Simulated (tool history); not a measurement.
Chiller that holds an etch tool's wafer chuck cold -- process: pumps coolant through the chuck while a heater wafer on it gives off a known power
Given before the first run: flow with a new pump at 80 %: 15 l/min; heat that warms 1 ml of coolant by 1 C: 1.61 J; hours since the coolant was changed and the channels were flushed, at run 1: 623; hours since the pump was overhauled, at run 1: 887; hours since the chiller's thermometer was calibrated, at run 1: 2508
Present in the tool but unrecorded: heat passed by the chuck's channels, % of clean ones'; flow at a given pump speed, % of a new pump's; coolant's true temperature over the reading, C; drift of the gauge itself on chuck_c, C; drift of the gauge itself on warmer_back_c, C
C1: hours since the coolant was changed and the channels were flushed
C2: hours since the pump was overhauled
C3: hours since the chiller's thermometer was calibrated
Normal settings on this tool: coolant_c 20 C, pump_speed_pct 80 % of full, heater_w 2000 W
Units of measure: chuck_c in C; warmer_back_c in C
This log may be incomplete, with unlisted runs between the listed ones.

Run 1, day 0: usual settings; C1 623; C2 887; C3 2508. Result: chuck_c 38.6 C, warmer_back_c 4.96 C.
Run 2, day 1.5: usual settings; C1 659; C2 923; C3 2544. Result: chuck_c 38.7 C, warmer_back_c 4.92 C.
Run 3, day 4.475: usual settings; C1 731; C2 994; C3 2615. Result: chuck_c 38.8 C, warmer_back_c 4.89 C.
Run 4, day 7.067: usual settings but pump_speed_pct 97 % of full; C1 793; C2 1056; C3 2677. Result: chuck_c 35.9 C, warmer_back_c 4.01 C.
Run 5, day 10.017: usual settings but pump_speed_pct 97 % of full; C1 864; C2 1127; C3 2748. Result: chuck_c 35.9 C, warmer_back_c 4.02 C.
Run 6, day 12.121: usual settings but pump_speed_pct 97 % of full; C1 914; C2 1178; C3 2799. Result: chuck_c 35.9 C, warmer_back_c 4.01 C.
Run 7, day 14.879: usual settings but pump_speed_pct 97 % of full; C1 980; C2 1244; C3 2865. Result: chuck_c 35.8 C, warmer_back_c 4.02 C.
Run 8, day 16.721: usual settings but pump_speed_pct 97 % of full; C1 1025; C2 1288; C3 2909. Result: chuck_c 36 C, warmer_back_c 4.04 C.
Run 9, day 19.633: usual settings but pump_speed_pct 72 % of full; C1 1094; C2 1358; C3 2979. Result: chuck_c 40.3 C, warmer_back_c 5.55 C.
Run 10, day 22.304: usual settings but pump_speed_pct 62 % of full; C1 1159; C2 1422; C3 3043. Result: chuck_c 43.1 C, warmer_back_c 6.53 C.
Run 11, day 24.475: usual settings; C1 1211; C2 1474; C3 3095. Result: chuck_c 38.7 C, warmer_back_c 4.94 C.
At day 24.929: chiller's thermometer calibrated.
Run 12, day 25.958: usual settings; C1 1245; C2 1509; C3 25. Result: chuck_c 38.7 C, warmer_back_c 4.99 C.
Run 13, day 28.717: usual settings; C1 1311; C2 1575; C3 91. Result: chuck_c 38.8 C, warmer_back_c 4.94 C.
Run 14, day 31.238: usual settings but coolant_c 16 C, pump_speed_pct 67 % of full, heater_w 1377 W; C1 1372; C2 1635; C3 151. Result: chuck_c 30.8 C, warmer_back_c 4.12 C.
Run 15, day 33.479: usual settings but coolant_c 16 C, pump_speed_pct 67 % of full, heater_w 1377 W; C1 1426; C2 1689; C3 205. Result: chuck_c 30.8 C, warmer_back_c 4.09 C.
Run 16, day 35.033: usual settings but coolant_c 22 C, pump_speed_pct 67 % of full, heater_w 1445 W; C1 1463; C2 1727; C3 243. Result: chuck_c 37.6 C, warmer_back_c 4.37 C.
Run 17, day 37.271: usual settings but pump_speed_pct 66 % of full; C1 1517; C2 1780; C3 296. Result: chuck_c 42 C, warmer_back_c 6.07 C.

Run 18 is up next; what results do you expect?
Run 18, day 39.575: usual settings but pump_speed_pct 76 % of full, heater_w 2987 W; C1 1572; C2 1836; C3 351. Result: chuck_c ?, warmer_back_c ?.

Run 18 produced chuck_c 49 C, warmer_back_c 7.78 C.
The same run, on a tool lacking any hidden state, would have yielded chuck_c 49 C, warmer_back_c 7.78 C.
